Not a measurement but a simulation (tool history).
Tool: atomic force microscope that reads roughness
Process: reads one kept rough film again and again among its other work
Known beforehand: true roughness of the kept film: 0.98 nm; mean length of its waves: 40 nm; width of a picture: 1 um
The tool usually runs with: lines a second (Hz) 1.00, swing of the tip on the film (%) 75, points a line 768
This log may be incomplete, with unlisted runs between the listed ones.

run,hour,lines a second (Hz),swing of the tip on the film (%),points a line,roughness of the kept film (nm (root mean square))
1,0.0,1.00,75,768,0.901
2,14.2,1.00,75,768,0.897
3,28.0,1.00,75,768,0.887
4,44.3,1.00,75,768,0.888
5,56.7,1.00,75,768,0.890
6,68.9,1.00,75,768,0.877
7,82.4,1.00,75,768,0.881
# hour 91.7: new tip fitted
8,100.7,1.00,75,768,0.933
9,109.6,1.00,75,768,0.917
10,123.5,1.00,75,356,0.930
11,141.0,1.00,75,356,0.921
12,159.5,2.35,75,356,0.888
13,168.1,2.35,75,356,0.869
14,183.1,2.35,75,356,0.864
15,191.4,1.00,72,768,0.911
16,208.4,1.00,75,768,0.901
17,216.3,0.68,57,707,0.928
# hour 218.2: height scale calibrated on a step standard
18,235.4,0.56,57,663,0.911
19,251.9,3.15,88,663,0.761
20,264.7,0.59,75,868,0.892
21,277.1,1.00,75,419,0.890
# hour 281.5: new tip fitted
22,288.4,1.00,75,419,0.921
23,296.6,0.53,64,776,0.946
24,304.9,1.22,59,299,0.934
# hour 313.9: height scale calibrated on a step standard, once more
25,313.9,2.53,59,299,0.908
26,332.1,2.53,59,299,0.916
27,341.4,2.53,71,667,0.884
28,357.9,2.53,71,667,0.881
29,366.0,2.53,71,667,0.882
30,383.2,0.84,69,321,0.903
31,402.7,1.00,75,359,0.900
32,416.6,1.00,75,359,0.898

For some of the steps in roughness of the kept film (nm (root mean square)) from one run to the next: how much would appear even if the tool had no hidden state, given the settings, what came in and random variation, and how much remains for the hidden state plus any gauge scatter that the measured result and the result without hidden state don't share?
Hidden state present: radius of the tip, nm; height scale over the true one, %; drift of the gauge itself on roughness_nm, %.
Run 7 -> 8: new tip fitted. roughness of the kept film (nm (root mean square)) +0.052: hidden state +0.049, all else +0.003.
Run 18 -> 19: lines a second (Hz) 0.56 -> 3.15, swing of the tip on the film (%) 57 -> 88. roughness of the kept film (nm (root mean square)) -0.150: hidden state +0.003, all else -0.153.
Run 19 -> 20: lines a second (Hz) 3.15 -> 0.59, swing of the tip on the film (%) 88 -> 75, points a line 663 -> 868. roughness of the kept film (nm (root mean square)) +0.131: hidden state -0.010, all else +0.141.
Run 21 -> 22: new tip fitted. roughness of the kept film (nm (root mean square)) +0.031: hidden state +0.046, all else -0.015.

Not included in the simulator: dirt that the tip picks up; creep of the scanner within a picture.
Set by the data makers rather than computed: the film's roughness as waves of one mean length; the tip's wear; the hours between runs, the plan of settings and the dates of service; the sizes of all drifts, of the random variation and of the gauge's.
